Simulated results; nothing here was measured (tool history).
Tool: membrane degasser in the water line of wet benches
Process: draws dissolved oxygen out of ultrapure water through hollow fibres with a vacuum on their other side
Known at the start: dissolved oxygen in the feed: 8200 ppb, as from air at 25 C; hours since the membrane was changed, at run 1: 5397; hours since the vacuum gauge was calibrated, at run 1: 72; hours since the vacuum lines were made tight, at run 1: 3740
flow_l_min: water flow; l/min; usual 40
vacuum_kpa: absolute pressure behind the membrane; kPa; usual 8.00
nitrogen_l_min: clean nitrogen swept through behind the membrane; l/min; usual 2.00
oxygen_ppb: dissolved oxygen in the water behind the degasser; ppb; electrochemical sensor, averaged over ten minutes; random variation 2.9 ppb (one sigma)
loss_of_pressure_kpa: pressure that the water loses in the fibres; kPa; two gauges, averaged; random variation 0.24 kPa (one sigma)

run,hour,flow_l_min,vacuum_kpa,nitrogen_l_min,hours since the membrane was changed,hours since the vacuum gauge was calibrated,hours since the vacuum lines were made tight,oxygen_ppb,loss_of_pressure_kpa
1,0.0,40,8.00,2.00,5397,72,3740,346.3,64.18
2,188.2,40,8.00,2.00,5585,260,3928,349.5,63.34
3,426.6,40,8.00,2.00,5823,499,4166,349.0,63.89
4,564.4,40,8.00,2.00,5961,637,4304,343.6,63.82
5,717.6,40,8.00,2.00,6114,790,4457,345.1,63.96
6,902.0,40,8.00,2.00,6299,974,4642,348.9,63.35
7,1090.1,40,15.59,2.00,6487,1162,4830,651.8,64.10
8,1250.8,40,13.22,2.00,6648,1323,4990,551.5,63.35
9,1522.7,40,12.13,2.00,6919,1595,5262,517.2,64.05
10,1707.9,40,12.13,2.00,7105,1780,5447,514.6,63.65
11,1926.2,40,12.13,2.00,7323,1998,5666,511.6,63.83
12,2083.2,40,12.13,2.00,7480,2155,5823,510.3,63.29
13,2282.1,40,8.00,2.00,7679,2354,6022,346.6,63.71
14,2426.3,40,8.00,2.00,7823,2499,6166,350.5,63.38
15,2670.3,26,8.00,2.00,8067,2743,6410,188.9,40.93
16,2881.3,26,6.36,3.15,8278,2954,6621,103.9,41.21
17,3081.1,61,6.36,1.14,8478,3153,6821,656.9,96.89
# hour 3298.9: vacuum gauge calibrated
18,3325.7,40,8.00,2.32,8722,27,7065,322.0,63.42
19,3495.9,40,8.00,1.22,8892,197,7235,450.1,63.22
20,3762.5,32,8.00,2.00,9159,464,7502,251.1,50.42
21,4050.5,28,13.49,2.00,9447,752,7790,370.0,44.22
22,4203.4,28,13.49,2.00,9600,905,7943,371.0,43.88
23,4500.6,43,6.91,1.95,9897,1202,8240,340.1,67.57
24,4668.1,49,19.37,2.00,10064,1369,8407,983.6,76.80
25,4921.1,49,5.39,1.71,10317,1622,8660,355.9,77.23
26,5198.1,40,6.53,3.60,10594,1899,8937,225.8,62.47
27,5415.3,30,14.34,3.60,10811,2116,9154,278.2,47.03

3 ways to go on from here, each from the tool as it stands after run 27. What would each give?
A,5631.6,58,5.73,1.05,11028,2333,9371,?,?
B,5631.6,30,5.05,0.92,11028,2333,9371,?,?
C,5631.6,26,14.34,0.92,11028,2333,9371,?,?

run,oxygen_ppb,loss_of_pressure_kpa
A,559.2,91.33
B,192.0,46.93
C,663.8,40.72
Without the tool's hidden state the same runs would have given:
run,oxygen_ppb,loss_of_pressure_kpa
A,558.1,92.97
B,191.6,47.77
C,663.3,41.45
